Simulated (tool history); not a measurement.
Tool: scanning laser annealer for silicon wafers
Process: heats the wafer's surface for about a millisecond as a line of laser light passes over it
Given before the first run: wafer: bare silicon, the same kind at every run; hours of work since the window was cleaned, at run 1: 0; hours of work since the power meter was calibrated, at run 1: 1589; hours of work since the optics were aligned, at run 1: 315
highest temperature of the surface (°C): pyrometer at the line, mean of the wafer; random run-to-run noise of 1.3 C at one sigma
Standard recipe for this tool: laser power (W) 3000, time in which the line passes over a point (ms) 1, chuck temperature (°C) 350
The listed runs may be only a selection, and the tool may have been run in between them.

| run | day | laser power (W) | time in which the line passes over a point (ms) | chuck temperature (°C) | hours of work since the window was cleaned | hours of work since the power meter was calibrated | hours of work since the optics were aligned | highest temperature of the surface (°C) |
|---|---|---|---|---|---|---|---|---|
| 1 | 0 | 3000 | 1 | 350 | 0 | 1589 | 315 | 1161 |
| 2 | 2.917 | 3000 | 1 | 350 | 51 | 1640 | 366 | 1159 |
| 3 | 6.208 | 3000 | 1 | 350 | 108 | 1697 | 423 | 1158 |
| 4 | 8.954 | 3000 | 1 | 350 | 155 | 1744 | 470 | 1157 |
| 5 | 10.833 | 3000 | 1 | 350 | 188 | 1777 | 503 | 1156 |
| 6 | 12.35 | 3000 | 1 | 350 | 214 | 1803 | 529 | 1155 |
| 7 | 15.204 | 3000 | 1 | 350 | 264 | 1852 | 579 | 1153 |
| 8 | 18.054 | 3000 | 1 | 330 | 313 | 1902 | 628 | 1130 |
| 9 | 21.238 | 3000 | 1 | 330 | 368 | 1957 | 683 | 1129 |
|  | 23.017 | optics aligned, line set to its width |
| 10 | 23.375 | 3144 | 1 | 350 | 402 | 1990 | 6 | 1196 |
| 11 | 26.438 | 3000 | 1 | 311 | 455 | 2044 | 59 | 1114 |
| 12 | 29.083 | 2595 | 1 | 350 | 500 | 2089 | 105 | 1047 |
| 13 | 32.283 | 2595 | 1 | 350 | 556 | 2145 | 161 | 1049 |
| 14 | 33.979 | 2595 | 1 | 350 | 585 | 2174 | 190 | 1046 |
| 15 | 36.712 | 2595 | 1 | 369 | 633 | 2222 | 237 | 1063 |
| 16 | 38.075 | 2595 | 1 | 369 | 656 | 2245 | 261 | 1064 |
| 17 | 39.754 | 3000 | 0.76 | 350 | 685 | 2274 | 290 | 1029 |
| 18 | 41.571 | 2833 | 0.81 | 379 | 717 | 2306 | 322 | 1045 |
| 19 | 43.3 | 2833 | 0.81 | 379 | 747 | 2336 | 352 | 1045 |
| 20 | 45.379 | 3245 | 1.16 | 332 | 783 | 2372 | 388 | 1264 |
| 21 | 46.8 | 2695 | 1.15 | 350 | 808 | 2397 | 412 | 1125 |
| 22 | 49.658 | 3186 | 1 | 350 | 857 | 2446 | 462 | 1192 |
| 23 | 51.625 | 3186 | 1 | 350 | 891 | 2480 | 496 | 1188 |
| 24 | 53.208 | 3000 | 0.74 | 350 | 919 | 2508 | 523 | 1012 |
|  | 54.346 | window over the wafer cleaned |
| 25 | 56.433 | 3000 | 0.85 | 363 | 36 | 2562 | 578 | 1101 |
| 26 | 59.367 | 3112 | 1.11 | 350 | 87 | 2613 | 629 | 1242 |
| 27 | 62.062 | 3298 | 1.11 | 344 | 134 | 2660 | 675 | 1283 |
| 28 | 63.75 | 3234 | 0.7 | 382 | 163 | 2689 | 705 | 1088 |
|  | 64.217 | optics aligned, line set to its width |
| 29 | 66.808 | 3101 | 1 | 362 | 212 | 2738 | 45 | 1202 |
| 30 | 68.167 | 2599 | 0.8 | 341 | 236 | 2762 | 69 | 962 |
| 31 | 69.583 | 2599 | 0.8 | 341 | 260 | 2786 | 93 | 963 |
| 32 | 72.304 | 3079 | 1 | 338 | 308 | 2834 | 140 | 1168 |
| 33 | 75.396 | 2897 | 0.88 | 333 | 361 | 2887 | 194 | 1056 |
| 34 | 76.925 | 2750 | 1 | 384 | 388 | 2914 | 220 | 1127 |

Here are 3 independent what-if runs from the current tool condition. What would each one return?
| A | 78.454 | 3000 | 0.99 | 362 | 414 | 2940 | 247 | ? |
| B | 78.454 | 3001 | 0.81 | 384 | 414 | 2940 | 247 | ? |
| C | 78.454 | 3077 | 1.23 | 355 | 414 | 2940 | 247 | ? |

| run | highest temperature of the surface (°C) |
|---|---|
| A | 1162 |
| B | 1098 |
| C | 1287 |
Take away the tool's hidden state, keep each run's random variation, and the runs would have read:
| run | highest temperature of the surface (°C) |
|---|---|
| A | 1167 |
| B | 1102 |
| C | 1292 |
